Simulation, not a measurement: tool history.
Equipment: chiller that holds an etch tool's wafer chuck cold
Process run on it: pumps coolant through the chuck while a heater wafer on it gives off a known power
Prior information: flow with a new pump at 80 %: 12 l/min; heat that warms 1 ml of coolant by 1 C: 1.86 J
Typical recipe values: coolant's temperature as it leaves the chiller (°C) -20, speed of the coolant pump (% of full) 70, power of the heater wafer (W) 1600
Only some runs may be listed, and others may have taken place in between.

run   hour  coolant's temperature as it leaves the chiller (°C)  speed of the coolant pump (% of full)  power of the heater wafer (W)  chuck's temperature once it has settled (°C)  how much warmer the coolant comes back (C)
  1    0.0                                                  -20                                     70                           1600                                          -4.6                                        4.87
  2   51.5                                                  -20                                     70                           1600                                          -4.7                                        4.92
  3   96.0                                                  -15                                     70                           1600                                           0.3                                        4.88
  4  151.0                                                  -15                                     70                           1600                                           0.3                                        4.93
  5  198.1                                                  -15                                     70                           1600                                           0.3                                        4.96
  6  248.1                                                  -15                                     61                           1600                                           1.7                                        5.69
  7  275.0                                                  -20                                     70                           1600                                          -4.7                                        4.92
  8  320.9                                                  -20                                     70                           1600                                          -4.8                                        4.96
  9  356.9                                                  -20                                     70                           1600                                          -4.7                                        4.99
 10  404.8                                                  -12                                     70                            883                                          -3.5                                        2.78
 11  447.7                                                  -12                                     70                            883                                          -3.6                                        2.81
 12  486.4                                                  -20                                     69                           1600                                          -4.5                                        5.09
 13  527.7                                                  -14                                     69                           1128                                          -3.1                                        3.58
 14  583.3                                                  -14                                     69                           1128                                          -3.2                                        3.62
 15  620.4                                                  -14                                     69                           1128                                          -3.2                                        3.56

Each row is a separate what-if for the run after 15, all from the same tool condition, not one after another. Results?
  A  655.2                                                  -20                                     80                           1289                                             ?                                           ?
  B  655.2                                                  -29                                     91                           1577                                             ?                                           ?
  C  655.2                                                  -19                                     92                           1600                                             ?                                           ?

run  chuck's temperature once it has settled (°C)  how much warmer the coolant comes back (C)
  A                                          -8.7                                        3.62
  B                                         -15.9                                        3.87
  C                                          -5.9                                        3.86
Had the tool no hidden state, the same runs would have come out as:
run  chuck's temperature once it has settled (°C)  how much warmer the coolant comes back (C)
  A                                          -8.7                                        3.48
  B                                         -15.9                                        3.73
  C                                          -5.9                                        3.72
